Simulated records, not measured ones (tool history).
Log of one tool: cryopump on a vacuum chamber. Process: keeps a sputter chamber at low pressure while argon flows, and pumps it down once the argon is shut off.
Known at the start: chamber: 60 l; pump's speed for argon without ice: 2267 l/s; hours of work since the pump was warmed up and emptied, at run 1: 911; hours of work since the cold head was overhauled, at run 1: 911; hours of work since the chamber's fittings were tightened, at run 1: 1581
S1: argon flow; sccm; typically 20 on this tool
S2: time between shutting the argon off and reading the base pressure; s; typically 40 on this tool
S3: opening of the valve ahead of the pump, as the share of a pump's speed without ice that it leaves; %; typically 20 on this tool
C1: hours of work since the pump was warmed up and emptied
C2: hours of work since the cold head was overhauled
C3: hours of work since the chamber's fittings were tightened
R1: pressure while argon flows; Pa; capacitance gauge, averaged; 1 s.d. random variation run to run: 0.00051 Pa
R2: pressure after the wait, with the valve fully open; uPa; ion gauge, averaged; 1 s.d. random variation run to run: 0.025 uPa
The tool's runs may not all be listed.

run    hour  S1   S2  S3    C1    C2    C3      R1    R2
  1       0  20   40  20   911   911  1581  0.0781   1.7
  2    40.7  20   40  20   944   944  1613   0.079  1.69
  3    73.4  20   40  20   970   970  1639  0.0776  1.73
  4   106.5  20   40  20   996   996  1666  0.0784  1.75
  5   139.9  20   40  20  1023  1023  1692  0.0781  1.79
      191.1  -- pump warmed up, emptied and cooled again
  6   191.8  20   40  20     1  1060  1730  0.0746  1.58
  7   226.3  20   40  20    28  1088  1757  0.0752   1.6
  8   286.5  20   40  20    76  1136  1805  0.0747  1.65
  9   313.8  20   40  20    98  1158  1827  0.0751  1.65
 10   347.1  20   40  20   125  1184  1854  0.0754  1.68
 11   396.5  20   40  20   164  1224  1893   0.075  1.64
 12   422.9  20   40  38   185  1245  1914  0.0401  1.72
 13   474.2  20   40  20   226  1286  1955  0.0743  1.78
 14   507.8  20   40  20   253  1312  1982   0.076  1.69
 15   568.7  20   40  20   301  1361  2031  0.0767  1.85
 16   599.8  20   40  20   326  1386  2055  0.0758  1.83
 17   642.6  20   40  20   360  1420  2090  0.0767  1.81
 18     691  34   31  19   399  1459  2128  0.1362  2.08
 19   738.7  17  115  32   437  1497  2166  0.0416  1.32
 20   795.8  13   40  28   483  1542  2212  0.0367  1.91
 21   826.9  20   70  33   507  1567  2237  0.0467  1.51
 22   863.8  16  161  21   537  1596  2266  0.0595  1.31
 23   923.9   9   40  43   585  1644  2314  0.0168  1.94
 24   984.6  11  231  44   633  1693  2362  0.0211  1.27
 25  1045.1  22  133  22   682  1741  2411  0.0776   1.4
 26    1074  12  100  24   705  1764  2434  0.0395   1.6
 27  1101.1   9   40  36   726  1786  2455  0.0204  1.96
 28  1131.2  19   70  36   750  1810  2479  0.0421   1.7
 29  1181.6  10   39  23   790  1850  2520  0.0333  2.13
 30  1215.9  12   40  20   818  1877  2547  0.0471  2.09
 31  1265.5  15   97  23   857  1917  2587  0.0525  1.61
 32  1302.6   9   23  31   887  1947  2616  0.0237  2.79
 33  1364.6   9  107  30   936  1996  2666  0.0242  1.65

Entry by entry between the runs, the difference in hidden state between the last listed run before and the first listed run after:
After run 5, before run 6: pump warmed up, emptied and cooled again (hour 191.1)
  pump's speed, % of a pump's without ice: 81.1 -> 99.8; cold plate's temperature, K: 12.92 -> 12.95; leak into the chamber, uPa l/s: 1656 -> 1684
  what was measured, less what the result would be without the hidden state, R1: +0.0038 -> +0.0003 Pa; R2: +0.8 -> +0.62 uPa
